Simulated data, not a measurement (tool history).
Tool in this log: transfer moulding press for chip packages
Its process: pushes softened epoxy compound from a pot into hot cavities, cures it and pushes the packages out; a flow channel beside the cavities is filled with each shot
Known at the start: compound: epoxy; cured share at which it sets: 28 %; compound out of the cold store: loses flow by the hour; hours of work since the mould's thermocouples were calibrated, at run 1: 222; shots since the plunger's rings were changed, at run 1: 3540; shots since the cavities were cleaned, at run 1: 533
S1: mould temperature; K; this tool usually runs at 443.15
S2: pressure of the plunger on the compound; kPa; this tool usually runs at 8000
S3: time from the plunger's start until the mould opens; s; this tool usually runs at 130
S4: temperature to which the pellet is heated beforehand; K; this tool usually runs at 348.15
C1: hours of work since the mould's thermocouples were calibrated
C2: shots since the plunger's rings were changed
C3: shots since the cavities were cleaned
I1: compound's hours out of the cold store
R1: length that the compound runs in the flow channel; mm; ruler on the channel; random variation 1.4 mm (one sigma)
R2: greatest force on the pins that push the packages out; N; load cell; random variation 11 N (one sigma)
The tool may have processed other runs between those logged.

| run | hour | S1 | S2 | S3 | S4 | C1 | C2 | C3 | I1 | R1 | R2 |
|---|---|---|---|---|---|---|---|---|---|---|---|
| 1 | 0.0 | 443.15 | 8000 | 130 | 348.15 | 222 | 3540 | 533 | 44.7 | 603 | 765 |
| 2 | 13.7 | 443.15 | 8000 | 130 | 348.15 | 229 | 3642 | 635 | 22.2 | 631 | 864 |
| 3 | 25.7 | 443.15 | 8000 | 130 | 348.15 | 235 | 3732 | 725 | 35.2 | 614 | 917 |
| 4 | 39.5 | 443.15 | 8000 | 130 | 348.15 | 242 | 3835 | 828 | 21.3 | 635 | 922 |
| 5 | 53.7 | 443.15 | 8000 | 130 | 348.15 | 250 | 3940 | 933 | 28.4 | 622 | 966 |
| 6 | 62.9 | 443.15 | 8000 | 130 | 348.15 | 255 | 4010 | 1003 | 29.0 | 620 | 965 |
| 7 | 78.8 | 443.15 | 8000 | 130 | 348.15 | 263 | 4128 | 1121 | 35.0 | 612 | 1027 |
|  | 90.3 | cavities cleaned with cleaning compound and waxed |
| 8 | 95.7 | 443.15 | 8000 | 130 | 348.15 | 271 | 4243 | 40 | 30.0 | 618 | 558 |
| 9 | 110.9 | 443.15 | 8000 | 130 | 338.15 | 279 | 4357 | 154 | 27.4 | 623 | 671 |
|  | 120.7 | plunger's sealing rings changed |
| 10 | 124.7 | 443.15 | 8000 | 130 | 338.15 | 285 | 30 | 238 | 11.8 | 676 | 731 |
| 11 | 141.3 | 443.15 | 6860 | 130 | 338.15 | 293 | 154 | 362 | 39.9 | 583 | 768 |
| 12 | 148.6 | 443.15 | 6860 | 130 | 338.15 | 297 | 209 | 417 | 33.6 | 593 | 804 |
| 13 | 162.6 | 443.15 | 8000 | 130 | 348.15 | 305 | 313 | 521 | 47.1 | 619 | 824 |
| 14 | 174.1 | 443.15 | 8000 | 130 | 348.15 | 311 | 399 | 607 | 10.8 | 675 | 912 |
| 15 | 188.6 | 443.15 | 8000 | 130 | 348.15 | 318 | 508 | 716 | 22.1 | 655 | 902 |
| 16 | 206.3 | 438.15 | 8000 | 130 | 338.15 | 327 | 640 | 848 | 9.9 | 689 | 1492 |
| 17 | 218.6 | 451.15 | 8370 | 130 | 355.15 | 334 | 731 | 939 | 36.2 | 628 | 756 |
| 18 | 226.4 | 451.15 | 6470 | 158 | 345.15 | 338 | 790 | 998 | 30.7 | 558 | 803 |
|  | 232.5 | mould's thermocouples calibrated |
| 19 | 242.2 | 451.15 | 6470 | 158 | 345.15 | 5 | 893 | 1101 | 38.2 | 546 | 768 |
|  | 256.4 | cavities cleaned with cleaning compound and waxed |
| 20 | 260.8 | 435.15 | 8000 | 144 | 348.15 | 14 | 1020 | 32 | 32.7 | 660 | 779 |
| 21 | 274.8 | 435.15 | 8000 | 144 | 348.15 | 21 | 1125 | 137 | 38.6 | 648 | 873 |
| 22 | 287.1 | 435.15 | 8000 | 144 | 349.15 | 28 | 1217 | 229 | 40.7 | 646 | 950 |
| 23 | 299.5 | 439.15 | 8000 | 144 | 349.15 | 34 | 1309 | 321 | 15.7 | 673 | 795 |
| 24 | 309.1 | 439.15 | 8000 | 144 | 349.15 | 39 | 1381 | 393 | 11.1 | 681 | 816 |
| 25 | 320.5 | 443.15 | 8000 | 130 | 355.15 | 45 | 1467 | 479 | 45.4 | 617 | 795 |
| 26 | 332.3 | 446.15 | 8000 | 130 | 345.15 | 51 | 1555 | 567 | 15.8 | 652 | 737 |
| 27 | 349.0 | 443.15 | 8000 | 132 | 355.15 | 60 | 1679 | 691 | 44.7 | 614 | 846 |
| 28 | 361.3 | 446.15 | 8750 | 112 | 344.15 | 66 | 1771 | 783 | 33.0 | 652 | 1046 |

Below are 3 alternative next runs, each starting from the tool's condition after run 28. Predict each:
| A | 378.5 | 449.15 | 8750 | 118 | 357.15 | 75 | 1900 | 912 | 14.8 | ? | ? |
| B | 378.5 | 446.15 | 8750 | 112 | 353.15 | 75 | 1900 | 912 | 19.8 | ? | ? |
| C | 378.5 | 441.15 | 8750 | 137 | 344.15 | 75 | 1900 | 912 | 13.0 | ? | ? |

| run | R1 | R2 |
|---|---|---|
| A | 673 | 835 |
| B | 670 | 1037 |
| C | 697 | 1060 |
With the hidden condition removed and each run's random variation left untouched, the same runs would have given:
| run | R1 | R2 |
|---|---|---|
| A | 685 | 440 |
| B | 683 | 534 |
| C | 709 | 550 |
